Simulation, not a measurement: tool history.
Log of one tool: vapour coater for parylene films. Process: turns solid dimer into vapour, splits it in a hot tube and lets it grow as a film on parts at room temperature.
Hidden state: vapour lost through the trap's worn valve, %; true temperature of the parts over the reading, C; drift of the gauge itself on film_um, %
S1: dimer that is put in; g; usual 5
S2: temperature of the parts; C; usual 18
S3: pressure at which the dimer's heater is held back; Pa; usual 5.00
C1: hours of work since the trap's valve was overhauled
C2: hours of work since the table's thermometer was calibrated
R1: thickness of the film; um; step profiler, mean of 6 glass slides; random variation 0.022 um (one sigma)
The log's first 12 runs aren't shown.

run	day	S1	S2	S3	C1	C2	R1
13	13.796	3	18	5.00	411	735	2.20
14	14.771	4	18	5.00	424	748	2.97
# day 16.112: trap's valve overhauled
15	16.504	4	18	5.00	5	769	3.16
16	18.117	4	16	2.39	27	790	4.00
17	19.508	4	16	2.39	45	809	3.95
18	20.954	5	21	2.34	64	828	4.13
19	22.292	3	15	4.17	82	846	2.69
20	23.550	3	15	4.17	99	862	2.71
21	25.021	5	16	5.00	118	882	4.20
22	26.554	8	16	5.00	139	902	6.65
23	28.112	5	22	4.69	159	923	3.37
24	29.738	5	24	9.12	181	945	2.74
25	31.208	3	28	6.85	201	964	1.53
26	32.196	3	20	11.23	214	977	1.84
27	33.108	7	27	5.00	226	990	3.91
28	34.129	7	27	5.00	239	1003	3.85
# day 35.108: table's thermometer calibrated
29	35.708	7	14	5.56	260	8	5.94
30	36.742	7	14	5.56	274	22	5.87

Forecast each of these 4 alternatives for the next run:
A	38.021	2	14	5.56	291	39	?
B	38.021	6	10	2.19	291	39	?
C	38.021	3	26	5.56	291	39	?
D	38.021	7	22	4.35	291	39	?

run	R1
A	1.68
B	6.39
C	1.64
D	4.64
Without the tool's hidden state the same runs would have given:
run	R1
A	1.75
B	6.72
C	1.71
D	4.83
